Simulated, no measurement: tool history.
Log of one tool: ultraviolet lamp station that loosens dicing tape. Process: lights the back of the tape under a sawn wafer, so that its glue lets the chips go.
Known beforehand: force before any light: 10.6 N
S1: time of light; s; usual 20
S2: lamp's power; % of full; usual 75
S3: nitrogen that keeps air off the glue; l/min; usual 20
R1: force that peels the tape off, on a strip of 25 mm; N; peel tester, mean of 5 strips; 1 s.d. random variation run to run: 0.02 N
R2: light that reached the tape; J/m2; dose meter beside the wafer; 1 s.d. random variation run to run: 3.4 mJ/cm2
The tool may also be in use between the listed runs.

run     day  S1  S2  S3     R1    R2
  1       0  20  75  20  1.632  4320
  2   1.329  20  75  20  1.757  4210
  3   3.542  20  75  20  1.724  4130
  4   6.058  20  75  25  1.674  4020
  5   7.404  20  75  25  1.715  4020
  6   8.871  20  75  25   1.76  3910
  7  11.588  20  75  25  1.861  3800
     12.021  -- window cleaned of glue's vapour
  8  14.242  20  75  25  1.334  4450
  9  16.883  20  75  25  1.467  4330
 10  18.275  20  75  25  1.461  4260
 11  20.554  20  75  25  1.551  4210
 12  22.929  20  75  25  1.604  4100
 13  24.988  20  75  20  1.831  3990
 14  26.479  20  75  20  1.942  3940
 15  28.017  20  75  20  1.948  3830
 16  29.308  20  75  20   2.04  3890
 17  31.067  20  75  18  2.177  3740
 18  32.912  20  75  18  2.249  3660
 19  34.458  36  88  20  0.434  7690
 20    35.6  18  62  20  3.317  2670
 21  36.967  36  78  38  0.417  6610
 22  38.412  36  82  18  0.617  6900
     40.267  -- window cleaned of glue's vapour
 23  40.779  23  66  20  1.814  4140
 24  43.229  12  75   8  4.904  2430
 25  45.296  15  88   9  3.194  3430
 26  47.071  15  66  10  4.389  2580
 27  49.304  15  66  10  4.561  2470
 28  51.646  15  66  10  4.631  2430
 29  53.354  20  69  18  2.652  3260
 30  56.017  20  69  18  2.743  3230
 31  58.108  20  69  18  2.926  3160
 32  59.279  33  68   8  2.021  5070
 33  61.279  31  62   6  3.028  4200
 34  62.712  31  78   6  2.204  5200
 35  64.871  18  75  10  3.926  2870
 36  66.133  11  63  11   6.34  1440

4 ways to go on from here, each from the tool as it stands after run 36. What would each give?
  A  68.35  20  67  28   ?   ?
  B  68.35  13  93  20   ?   ?
  C  68.35  18  75  17   ?   ?
  D  68.35  11  63  20   ?   ?

run     R1    R2
  A  2.891  2700
  B  3.696  2480
  C  3.451  2770
  D  5.821  1390
With no hidden state in the tool, these same runs would have given:
run     R1    R2
  A   1.01  4980
  B  1.532  4540
  C   1.35  5090
  D  3.491  2560
